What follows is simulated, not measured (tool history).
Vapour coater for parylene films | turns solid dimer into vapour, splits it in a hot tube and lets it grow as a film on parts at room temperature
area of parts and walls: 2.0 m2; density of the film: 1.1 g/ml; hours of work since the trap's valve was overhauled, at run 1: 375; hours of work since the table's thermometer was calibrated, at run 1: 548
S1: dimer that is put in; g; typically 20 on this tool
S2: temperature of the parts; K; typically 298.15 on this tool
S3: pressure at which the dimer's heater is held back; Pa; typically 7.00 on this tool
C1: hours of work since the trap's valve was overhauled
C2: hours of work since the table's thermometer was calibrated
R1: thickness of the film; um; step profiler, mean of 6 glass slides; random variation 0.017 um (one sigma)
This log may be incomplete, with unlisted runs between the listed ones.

| run | hour | S1 | S2 | S3 | C1 | C2 | R1 |
|---|---|---|---|---|---|---|---|
| 1 | 0.0 | 20 | 298.15 | 7.00 | 375 | 548 | 4.36 |
| 2 | 18.2 | 20 | 298.15 | 7.00 | 383 | 556 | 4.37 |
| 3 | 52.5 | 20 | 305.15 | 7.00 | 398 | 571 | 3.45 |
| 4 | 77.7 | 20 | 305.15 | 7.00 | 409 | 582 | 3.41 |
|  | 101.0 | trap's valve overhauled |
| 5 | 112.6 | 20 | 292.15 | 7.00 | 5 | 596 | 5.52 |
| 6 | 139.2 | 20 | 298.15 | 7.00 | 17 | 608 | 4.51 |
| 7 | 161.9 | 20 | 298.15 | 7.00 | 27 | 618 | 4.51 |
| 8 | 178.5 | 20 | 298.15 | 7.00 | 34 | 625 | 4.50 |
| 9 | 203.1 | 20 | 297.15 | 7.00 | 45 | 636 | 4.67 |
| 10 | 225.3 | 20 | 297.15 | 7.00 | 55 | 646 | 4.67 |
| 11 | 249.4 | 20 | 298.15 | 5.16 | 66 | 656 | 4.68 |
| 12 | 279.1 | 20 | 298.15 | 5.16 | 79 | 670 | 4.65 |
| 13 | 294.7 | 20 | 298.15 | 5.16 | 86 | 676 | 4.64 |
| 14 | 327.4 | 12 | 298.15 | 7.00 | 100 | 691 | 2.70 |
| 15 | 343.6 | 30 | 301.15 | 7.00 | 107 | 698 | 6.10 |
| 16 | 380.0 | 20 | 298.15 | 2.32 | 123 | 714 | 5.13 |
| 17 | 412.9 | 31 | 294.15 | 2.33 | 138 | 729 | 9.06 |
| 18 | 449.9 | 30 | 298.15 | 7.18 | 154 | 745 | 6.71 |
| 19 | 485.5 | 26 | 307.15 | 7.25 | 170 | 761 | 4.25 |
| 20 | 513.8 | 23 | 307.15 | 8.84 | 182 | 773 | 3.68 |
| 21 | 548.0 | 20 | 298.15 | 5.17 | 197 | 788 | 4.61 |
| 22 | 573.8 | 20 | 298.15 | 9.06 | 209 | 800 | 4.32 |
| 23 | 589.9 | 20 | 292.15 | 2.30 | 216 | 807 | 6.21 |
| 24 | 609.0 | 25 | 292.15 | 2.30 | 224 | 815 | 7.75 |
| 25 | 643.2 | 27 | 294.15 | 5.40 | 239 | 830 | 7.03 |
| 26 | 659.1 | 13 | 293.15 | 2.06 | 247 | 837 | 3.91 |
| 27 | 685.6 | 11 | 293.15 | 5.48 | 258 | 849 | 2.97 |

Predict each of these 3 candidate next runs independently; none follows another, all start after run 27:
| A | 717.1 | 11 | 302.15 | 5.48 | 272 | 863 | ? |
| B | 717.1 | 29 | 301.15 | 5.86 | 272 | 863 | ? |
| C | 717.1 | 11 | 298.15 | 7.32 | 272 | 863 | ? |

| run | R1 |
|---|---|
| A | 2.21 |
| B | 5.90 |
| C | 2.44 |
Stripped of hidden state, with their random variation kept, the same runs would have yielded:
| run | R1 |
|---|---|
| A | 2.24 |
| B | 6.00 |
| C | 2.48 |
